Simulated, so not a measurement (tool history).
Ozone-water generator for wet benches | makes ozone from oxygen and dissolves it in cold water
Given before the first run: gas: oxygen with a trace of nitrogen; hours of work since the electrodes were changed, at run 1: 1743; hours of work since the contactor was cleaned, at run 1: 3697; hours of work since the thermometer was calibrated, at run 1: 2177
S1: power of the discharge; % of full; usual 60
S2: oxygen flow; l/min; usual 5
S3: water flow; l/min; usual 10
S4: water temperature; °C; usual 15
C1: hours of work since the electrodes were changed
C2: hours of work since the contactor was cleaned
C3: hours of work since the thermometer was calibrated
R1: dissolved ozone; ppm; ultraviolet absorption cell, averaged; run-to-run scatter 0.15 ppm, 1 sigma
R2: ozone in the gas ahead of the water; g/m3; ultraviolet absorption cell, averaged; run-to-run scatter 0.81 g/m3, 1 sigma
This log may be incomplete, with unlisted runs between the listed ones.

run	hour	S1	S2	S3	S4	C1	C2	C3	R1	R2
1	0	60	5	10	15	1743	3697	2177	18.2	123.7
2	218.3	60	5	10	8	1901	3854	2335	20.6	121
3	363.5	60	5	10	8	2005	3958	2439	19.9	122
4	565.3	60	5	10	8	2150	4104	2585	20.2	121
5	731.7	60	5	10	8	2270	4224	2704	20	119.5
6	900.5	60	5	10	8	2392	4345	2826	19.9	120.3
7	1020.8	60	5	10	15	2479	4432	2913	17.7	119.1
8	1153.3	60	5	10	15	2574	4527	3008	17.3	119.7
9	1316.6	60	5	10	15	2692	4645	3126	17.5	119.8
10	1473.5	60	5	10	15	2805	4758	3239	17.2	120
# hour 1568.8: contactor cleaned
11	1619.7	60	5	10	15	2907	37	3341	18.1	119.1
12	1828.1	60	5	10	15	3057	187	3491	17.8	117.3
13	1947.8	60	5	10	15	3143	273	3577	17.7	120
14	2093.1	60	5	10	15	3248	378	3682	17.7	117.5
15	2210	60	5	10	15	3332	462	3766	17.7	116.4
16	2384.5	60	5	10	15	3458	588	3892	17.5	116.9
17	2571.5	60	5	10	15	3593	722	4027	17.5	118
18	2757.1	60	5	10	15	3726	856	4160	17.6	114.8
19	2902.6	60	5	10	15	3831	961	4265	17.3	114.8
20	3032.6	60	5	10	15	3925	1054	4359	17.3	114.6
21	3220.6	99	4.47	8	8	4060	1190	4494	32.1	170.9
22	3387.2	60	4.49	7	10	4180	1310	4614	23.8	118.9
23	3517.4	89	4.49	7	10	4274	1404	4708	30.9	157.5
24	3691.4	48	4.49	7	14	4399	1529	4833	18.7	101.3
25	3858.5	48	5.07	8	14	4520	1649	4954	17.2	96.9
26	4004.6	48	5.07	8	14	4625	1755	5059	16.9	96.9
27	4139.2	57	5	15	15	4722	1852	5156	12	107.4
28	4259.2	44	3.41	10	15	4808	1938	5242	13.4	108
29	4482	60	7.11	14	15	4969	2098	5403	12.8	95
30	4646.6	56	6.45	11	18	5087	2217	5522	13.8	95
# hour 4686.5: water thermometer calibrated
31	4826.7	56	6.45	11	18	5217	2346	101	13.9	94.9
32	4925.2	60	4.51	10	21	5288	2417	172	14.7	115.3
33	5135.2	60	4.51	10	21	5439	2569	323	14.8	114.4
34	5278	60	4.3	10	14	5542	2671	426	16.5	115.5

A few steps of R1 between consecutive runs. Split each: what settings, incoming material and random variation would produce without the hidden state, and what is left over for the hidden state, along with gauge scatter present in only one of the two compared results (measured, and without hidden state):
What the log doesn't record here: yield of the discharge, % of new electrodes'; contactor's efficiency, % of a clean one's; true water temperature over the reading, C; drift of the gauge itself on ozone_ppm, %; drift of the gauge itself on gas_g_m3, %.
Run 20 -> 21: S1 60 -> 99, S2 5 -> 4.47, S3 10 -> 8, S4 15 -> 8. R1 +14.8 ppm: hidden state -3.9, all else +18.7.
Run 21 -> 22: S1 99 -> 60, S2 4.47 -> 4.49, S3 8 -> 7, S4 8 -> 10. R1 -8.3 ppm: hidden state +2.9, all else -11.2.
Run 23 -> 24: S1 89 -> 48, S4 10 -> 14. R1 -12.2 ppm: hidden state +3.7, all else -15.9.
